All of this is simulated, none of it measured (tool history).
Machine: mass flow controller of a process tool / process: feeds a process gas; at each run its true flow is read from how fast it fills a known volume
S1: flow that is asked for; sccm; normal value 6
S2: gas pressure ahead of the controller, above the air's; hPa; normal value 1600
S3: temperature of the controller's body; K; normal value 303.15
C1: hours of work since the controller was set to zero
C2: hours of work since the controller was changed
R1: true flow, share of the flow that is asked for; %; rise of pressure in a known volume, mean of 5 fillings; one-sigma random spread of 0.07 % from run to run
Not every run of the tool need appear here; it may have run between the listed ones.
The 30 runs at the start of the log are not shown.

run	day	S1	S2	S3	C1	C2	R1
31	109.079	13	1600	294.15	4174	4174	99.17
32	112.029	2	1830	303.15	4227	4227	98.17
33	114.483	2	1830	303.15	4272	4272	98.08
34	119.092	6	1600	303.15	4355	4355	98.59
35	123.258	6	1600	303.15	4431	4431	98.78
36	125.846	18	1600	304.15	4477	4477	100.28
37	130.579	6	1600	309.15	4563	4563	99.07
38	135.025	6	1600	308.15	4644	4644	99.07
39	139.879	9	1600	311.15	4731	4731	99.56
40	143.346	9	1600	311.15	4794	4794	99.60
41	146.179	3	1600	310.15	4845	4845	98.77
42	148.692	3	1600	310.15	4891	4891	98.92
43	152.612	4	1440	299.15	4962	4962	98.27

Predict each of these 4 candidate next runs independently; none follows another, all start after run 43:
A	155.812	7	2020	294.15	5020	5020	?
B	155.812	7	2070	299.15	5020	5020	?
C	155.812	4	1640	300.15	5020	5020	?
D	155.812	9	1600	294.15	5020	5020	?

run	R1
A	98.05
B	98.34
C	98.30
D	98.47
With no hidden state in the tool, these same runs would have given:
run	R1
A	98.05
B	98.34
C	98.31
D	98.48
